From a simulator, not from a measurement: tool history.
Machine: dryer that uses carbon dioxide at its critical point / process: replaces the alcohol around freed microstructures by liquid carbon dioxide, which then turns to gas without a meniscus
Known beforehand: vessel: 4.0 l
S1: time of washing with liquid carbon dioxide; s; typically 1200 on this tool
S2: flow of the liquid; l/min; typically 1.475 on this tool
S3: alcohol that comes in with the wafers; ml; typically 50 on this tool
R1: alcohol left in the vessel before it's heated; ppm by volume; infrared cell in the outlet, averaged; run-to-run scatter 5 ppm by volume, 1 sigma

| run | hour | S1 | S2 | S3 | R1 |
|---|---|---|---|---|---|
| 1 | 0.0 | 1200 | 1.475 | 50 | 70 |
| 2 | 6.9 | 1200 | 1.475 | 50 | 70 |
| 3 | 21.2 | 1080 | 1.475 | 50 | 109 |
| 4 | 33.4 | 1080 | 1.475 | 50 | 101 |
| 5 | 46.2 | 1200 | 1.475 | 50 | 71 |
| 6 | 55.2 | 1200 | 0.890 | 50 | 374 |
| 7 | 69.8 | 1200 | 1.640 | 50 | 59 |
| 8 | 82.2 | 1200 | 0.910 | 50 | 355 |
| 9 | 88.2 | 1200 | 0.910 | 50 | 362 |
| 10 | 98.4 | 1200 | 0.910 | 50 | 360 |
| 11 | 108.3 | 1260 | 2.000 | 29 | 54 |
| 12 | 116.3 | 840 | 1.390 | 22 | 170 |
| 13 | 123.8 | 1560 | 1.510 | 112 | 68 |
| 14 | 133.6 | 840 | 2.490 | 112 | 96 |
| 15 | 147.9 | 840 | 2.490 | 112 | 86 |

Branching from run 15: 5 alternative next runs. What would each branch give?
| A | 161.8 | 1020 | 2.300 | 40 | ? |
| B | 161.8 | 1920 | 2.490 | 31 | ? |
| C | 161.8 | 960 | 1.230 | 37 | ? |
| D | 161.8 | 840 | 1.550 | 112 | ? |
| E | 161.8 | 840 | 1.730 | 92 | ? |

| run | R1 |
|---|---|
| A | 61 |
| B | 57 |
| C | 255 |
| D | 461 |
| E | 271 |
What these runs would have given with no unlogged condition in the tool:
| run | R1 |
|---|---|
| A | 4 |
| B | 2 |
| C | 165 |
| D | 329 |
| E | 170 |
